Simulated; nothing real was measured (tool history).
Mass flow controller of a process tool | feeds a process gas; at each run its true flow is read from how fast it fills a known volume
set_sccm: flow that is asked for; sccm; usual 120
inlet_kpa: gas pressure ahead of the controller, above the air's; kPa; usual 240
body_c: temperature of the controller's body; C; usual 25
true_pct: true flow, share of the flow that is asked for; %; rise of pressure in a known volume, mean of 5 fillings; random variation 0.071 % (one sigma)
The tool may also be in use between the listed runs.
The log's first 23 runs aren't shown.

| run | day | set_sccm | inlet_kpa | body_c | hours of work since the controller was set to zero | hours of work since the controller was changed | true_pct |
|---|---|---|---|---|---|---|---|
| 24 | 104.417 | 120 | 143 | 25 | 2580 | 2580 | 100.48 |
| 25 | 107.388 | 125 | 145 | 33 | 2609 | 2609 | 101.25 |
| 26 | 112.262 | 125 | 145 | 33 | 2656 | 2656 | 101.22 |
| 27 | 115.138 | 125 | 145 | 33 | 2684 | 2684 | 101.27 |
| 28 | 118.208 | 21 | 179 | 31 | 2714 | 2714 | 104.86 |
| 29 | 121.921 | 21 | 146 | 33 | 2750 | 2750 | 105.05 |
| 30 | 126.412 | 21 | 146 | 33 | 2794 | 2794 | 105.13 |
| 31 | 129.117 | 71 | 188 | 28 | 2820 | 2820 | 101.30 |
| 32 | 134.733 | 160 | 168 | 31 | 2874 | 2874 | 101.33 |
| 33 | 140.788 | 160 | 168 | 31 | 2933 | 2933 | 101.23 |
| 34 | 146.096 | 160 | 168 | 30 | 2984 | 2984 | 101.29 |
| 35 | 149.612 | 99 | 240 | 25 | 3019 | 3019 | 101.13 |
| 36 | 153.804 | 120 | 154 | 25 | 3059 | 3059 | 100.70 |
| 37 | 159.071 | 184 | 240 | 31 | 3110 | 3110 | 101.99 |
| 38 | 164.604 | 53 | 156 | 29 | 3164 | 3164 | 101.92 |
| 39 | 169.554 | 158 | 240 | 29 | 3212 | 3212 | 101.53 |
| 40 | 173.288 | 120 | 251 | 26 | 3248 | 3248 | 101.35 |
| 41 | 177.567 | 120 | 251 | 26 | 3290 | 3290 | 101.32 |
| 42 | 180.467 | 31 | 251 | 23 | 3318 | 3318 | 103.46 |
| 43 | 183.454 | 88 | 278 | 23 | 3347 | 3347 | 101.38 |
| 44 | 188.467 | 41 | 240 | 25 | 3395 | 3395 | 102.78 |
| 45 | 193.888 | 95 | 163 | 40 | 3448 | 3448 | 102.49 |
| 46 | 198.475 | 31 | 178 | 25 | 3492 | 3492 | 103.71 |
| 47 | 201.646 | 120 | 181 | 24 | 3523 | 3523 | 100.91 |
| 48 | 206.842 | 149 | 244 | 21 | 3574 | 3574 | 100.84 |

Forecast each of these 3 alternatives for the next run:
| A | 212.646 | 25 | 244 | 21 | 3630 | 3630 | ? |
| B | 212.646 | 139 | 161 | 39 | 3630 | 3630 | ? |
| C | 212.646 | 120 | 160 | 25 | 3630 | 3630 | ? |

| run | true_pct |
|---|---|
| A | 104.68 |
| B | 102.47 |
| C | 100.99 |
Without the tool's hidden state the same runs would have given:
| run | true_pct |
|---|---|
| A | 98.58 |
| B | 100.98 |
| C | 99.34 |
